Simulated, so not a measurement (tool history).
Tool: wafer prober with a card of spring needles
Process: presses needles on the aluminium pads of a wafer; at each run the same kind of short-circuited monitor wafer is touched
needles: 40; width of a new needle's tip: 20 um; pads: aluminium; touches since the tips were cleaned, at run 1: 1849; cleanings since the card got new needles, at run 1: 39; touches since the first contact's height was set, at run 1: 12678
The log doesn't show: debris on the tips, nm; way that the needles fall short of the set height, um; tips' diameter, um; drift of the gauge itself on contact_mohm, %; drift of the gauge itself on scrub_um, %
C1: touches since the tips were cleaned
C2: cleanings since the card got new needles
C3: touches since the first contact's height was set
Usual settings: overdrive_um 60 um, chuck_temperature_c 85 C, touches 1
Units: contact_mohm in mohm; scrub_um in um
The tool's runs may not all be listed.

run 1 hour=0.0 | overdrive_um=60 chuck_temperature_c=85 touches=1 | C1=1849 C2=39 C3=12678 | contact_mohm=306 scrub_um=12.89
-- hour=6.9 tips cleaned on abrasive film
-- hour=16.2 tips cleaned on abrasive film
-- hour=25.4 tips cleaned on abrasive film
-- hour=36.9 tips cleaned on abrasive film
-- hour=48.4 tips cleaned on abrasive film
run 2 hour=51.9 | overdrive_um=60 chuck_temperature_c=85 touches=1 | C1=2403 C2=44 C3=47542 | contact_mohm=312 scrub_um=12.69
-- hour=58.8 tips cleaned on abrasive film
-- hour=68.1 tips cleaned on abrasive film
-- hour=77.3 tips cleaned on abrasive film
-- hour=86.5 tips cleaned on abrasive film
-- hour=98.0 tips cleaned on abrasive film
run 3 hour=101.2 | overdrive_um=60 chuck_temperature_c=85 touches=1 | C1=2160 C2=49 C3=80638 | contact_mohm=317 scrub_um=12.69
-- hour=108.2 tips cleaned on abrasive film
-- hour=113.0 height of the first contact set anew
-- hour=120.0 tips cleaned on abrasive film
-- hour=131.5 tips cleaned on abrasive film
-- hour=143.0 tips cleaned on abrasive film
run 4 hour=150.6 | overdrive_um=52 chuck_temperature_c=85 touches=1 | C1=5193 C2=53 C3=25303 | contact_mohm=433 scrub_um=11.15
-- hour=153.0 tips cleaned on abrasive film
-- hour=162.2 tips cleaned on abrasive film
-- hour=173.7 tips cleaned on abrasive film
-- hour=183.0 tips cleaned on abrasive film
-- hour=194.5 tips cleaned on abrasive film
run 5 hour=201.8 | overdrive_um=60 chuck_temperature_c=85 touches=1 | C1=4969 C2=58 C3=59661 | contact_mohm=377 scrub_um=12.76
-- hour=204.2 tips cleaned on abrasive film
-- hour=215.7 tips cleaned on abrasive film
-- hour=224.9 tips cleaned on abrasive film
run 6 hour=227.8 | overdrive_um=74 chuck_temperature_c=85 touches=1 | C1=1929 C2=61 C3=77063 | contact_mohm=273 scrub_um=15.66
-- hour=234.7 tips cleaned on abrasive film
-- hour=243.9 tips cleaned on abrasive film
-- hour=244.2 height of the first contact set anew
-- hour=255.7 tips cleaned on abrasive film
-- hour=267.2 tips cleaned on abrasive film
-- hour=276.4 tips cleaned on abrasive film
run 7 hour=280.8 | overdrive_um=56 chuck_temperature_c=85 touches=1 | C1=2968 C2=66 C3=24625 | contact_mohm=362 scrub_um=11.99
-- hour=287.7 tips cleaned on abrasive film
-- hour=299.2 tips cleaned on abrasive film
-- hour=310.5 tips cleaned on abrasive film
run 8 hour=310.5 | overdrive_um=60 chuck_temperature_c=122 touches=1 | C1=0 C2=69 C3=44576 | contact_mohm=236 scrub_um=12.80
-- hour=322.0 tips cleaned on abrasive film
-- hour=333.5 tips cleaned on abrasive film
-- hour=342.7 tips cleaned on abrasive film
-- hour=354.2 tips cleaned on abrasive film
-- hour=365.7 tips cleaned on abrasive film
run 9 hour=365.8 | overdrive_um=62 chuck_temperature_c=85 touches=1 | C1=55 C2=74 C3=81742 | contact_mohm=225 scrub_um=13.11
-- hour=375.0 tips cleaned on abrasive film
-- hour=375.3 height of the first contact set anew
-- hour=384.6 tips cleaned on abrasive film
-- hour=393.8 tips cleaned on abrasive film
-- hour=405.3 tips cleaned on abrasive film
run 10 hour=405.7 | overdrive_um=62 chuck_temperature_c=85 touches=1 | C1=310 C2=78 C3=20420 | contact_mohm=242 scrub_um=13.23
-- hour=415.0 tips cleaned on abrasive film
-- hour=426.5 tips cleaned on abrasive film
-- hour=435.7 tips cleaned on abrasive film
-- hour=447.2 tips cleaned on abrasive film
run 11 hour=447.3 | overdrive_um=62 chuck_temperature_c=85 touches=2 | C1=64 C2=82 C3=48325 | contact_mohm=222 scrub_um=13.21
-- hour=456.5 tips cleaned on abrasive film
-- hour=468.0 tips cleaned on abrasive film
-- hour=477.2 tips cleaned on abrasive film
run 12 hour=478.3 | overdrive_um=57 chuck_temperature_c=85 touches=1 | C1=740 C2=85 C3=69162 | contact_mohm=267 scrub_um=12.12
-- hour=487.5 tips cleaned on abrasive film
-- hour=499.0 tips cleaned on abrasive film
-- hour=506.2 height of the first contact set anew
-- hour=510.9 tips cleaned on abrasive film
run 13 hour=516.9 | overdrive_um=57 chuck_temperature_c=85 touches=1 | C1=4119 C2=88 C3=7213 | contact_mohm=374 scrub_um=12.29
-- hour=521.6 tips cleaned on abrasive film
-- hour=530.8 tips cleaned on abrasive film
-- hour=540.0 tips cleaned on abrasive film
-- hour=551.5 tips cleaned on abrasive film
run 14 hour=552.4 | overdrive_um=64 chuck_temperature_c=49 touches=1 | C1=588 C2=92 C3=31003 | contact_mohm=251 scrub_um=13.69
-- hour=561.6 tips cleaned on abrasive film
-- hour=573.1 tips cleaned on abrasive film
-- hour=584.6 tips cleaned on abrasive film
-- hour=593.9 tips cleaned on abrasive film
run 15 hour=599.2 | overdrive_um=73 chuck_temperature_c=29 touches=1 | C1=3601 C2=96 C3=62448 | contact_mohm=318 scrub_um=15.53
-- hour=603.8 tips cleaned on abrasive film
-- hour=613.1 tips cleaned on abrasive film
-- hour=624.6 tips cleaned on abrasive film
-- hour=633.8 tips cleaned on abrasive film
run 16 hour=635.1 | overdrive_um=50 chuck_temperature_c=29 touches=1 | C1=868 C2=100 C3=86518 | contact_mohm=286 scrub_um=10.47
-- hour=637.6 height of the first contact set anew
-- hour=644.6 tips cleaned on abrasive film
-- hour=653.8 tips cleaned on abrasive film
-- hour=663.0 tips cleaned on abrasive film
run 17 hour=671.2 | overdrive_um=50 chuck_temperature_c=29 touches=1 | C1=5525 C2=103 C3=22541 | contact_mohm=484 scrub_um=10.70
-- hour=673.6 tips cleaned on abrasive film
-- hour=682.8 tips cleaned on abrasive film
-- hour=694.3 tips cleaned on abrasive film
run 18 hour=698.1 | overdrive_um=43 chuck_temperature_c=29 touches=1 | C1=2595 C2=106 C3=40605 | contact_mohm=469 scrub_um=9.10
-- hour=705.1 tips cleaned on abrasive film
-- hour=716.6 tips cleaned on abrasive film
-- hour=728.1 tips cleaned on abrasive film
run 19 hour=734.7 | overdrive_um=43 chuck_temperature_c=35 touches=1 | C1=4458 C2=109 C3=65173 | contact_mohm=596 scrub_um=9.04
-- hour=739.3 tips cleaned on abrasive film
-- hour=750.8 tips cleaned on abrasive film
-- hour=762.3 tips cleaned on abrasive film
-- hour=769.5 height of the first contact set anew
-- hour=774.1 tips cleaned on abrasive film
-- hour=783.4 tips cleaned on abrasive film
run 20 hour=783.9 | overdrive_um=54 chuck_temperature_c=44 touches=2 | C1=374 C2=114 C3=9655 | contact_mohm=232 scrub_um=11.55
-- hour=793.1 tips cleaned on abrasive film
-- hour=802.4 tips cleaned on abrasive film
-- hour=813.9 tips cleaned on abrasive film
-- hour=825.2 tips cleaned on abrasive film
run 21 hour=825.2 | overdrive_um=76 chuck_temperature_c=85 touches=2 | C1=0 C2=118 C3=37369 | contact_mohm=218 scrub_um=16.28
-- hour=836.7 tips cleaned on abrasive film
-- hour=845.9 tips cleaned on abrasive film
-- hour=855.1 tips cleaned on abrasive film
run 22 hour=859.4 | overdrive_um=62 chuck_temperature_c=77 touches=1 | C1=2887 C2=121 C3=60365 | contact_mohm=332 scrub_um=13.20
-- hour=866.3 tips cleaned on abrasive film
-- hour=877.8 tips cleaned on abrasive film
-- hour=889.3 tips cleaned on abrasive film
-- hour=900.5 tips cleaned on abrasive film
-- hour=900.8 height of the first contact set anew
run 23 hour=900.8 | overdrive_um=55 chuck_temperature_c=85 touches=1 | C1=0 C2=125 C3=0 | contact_mohm=242 scrub_um=11.76
-- hour=912.3 tips cleaned on abrasive film
-- hour=921.5 tips cleaned on abrasive film
-- hour=933.0 tips cleaned on abrasive film
-- hour=942.4 tips cleaned on abrasive film
run 24 hour=942.4 | overdrive_um=49 chuck_temperature_c=38 touches=1 | C1=0 C2=129 C3=27947 | contact_mohm=234 scrub_um=10.45

Forecast each of these 4 alternatives for the next run:
-- hour=953.9 tips cleaned on abrasive film
-- hour=963.1 tips cleaned on abrasive film
-- hour=974.6 tips cleaned on abrasive film
-- hour=986.2 tips cleaned on abrasive film
run A hour=993.4 | overdrive_um=60 chuck_temperature_c=35 touches=2 | C1=4933 C2=133 C3=62261 | contact_mohm=? scrub_um=?
-- hour=953.9 tips cleaned on abrasive film
-- hour=963.1 tips cleaned on abrasive film
-- hour=974.6 tips cleaned on abrasive film
-- hour=986.2 tips cleaned on abrasive film
run B hour=993.4 | overdrive_um=60 chuck_temperature_c=38 touches=1 | C1=4933 C2=133 C3=62261 | contact_mohm=? scrub_um=?
-- hour=953.9 tips cleaned on abrasive film
-- hour=963.1 tips cleaned on abrasive film
-- hour=974.6 tips cleaned on abrasive film
-- hour=986.2 tips cleaned on abrasive film
run C hour=993.4 | overdrive_um=46 chuck_temperature_c=75 touches=2 | C1=4933 C2=133 C3=62261 | contact_mohm=? scrub_um=?
-- hour=953.9 tips cleaned on abrasive film
-- hour=963.1 tips cleaned on abrasive film
-- hour=974.6 tips cleaned on abrasive film
-- hour=986.2 tips cleaned on abrasive film
run D hour=993.4 | overdrive_um=49 chuck_temperature_c=38 touches=3 | C1=4933 C2=133 C3=62261 | contact_mohm=? scrub_um=?

run=A contact_mohm=334 scrub_um=12.74
run=B contact_mohm=418 scrub_um=12.80
run=C contact_mohm=435 scrub_um=9.74
run=D contact_mohm=326 scrub_um=10.40
Without the tool's hidden state the same runs would have given:
run=A contact_mohm=199 scrub_um=12.89
run=B contact_mohm=198 scrub_um=12.95
run=C contact_mohm=220 scrub_um=9.89
run=D contact_mohm=206 scrub_um=10.55
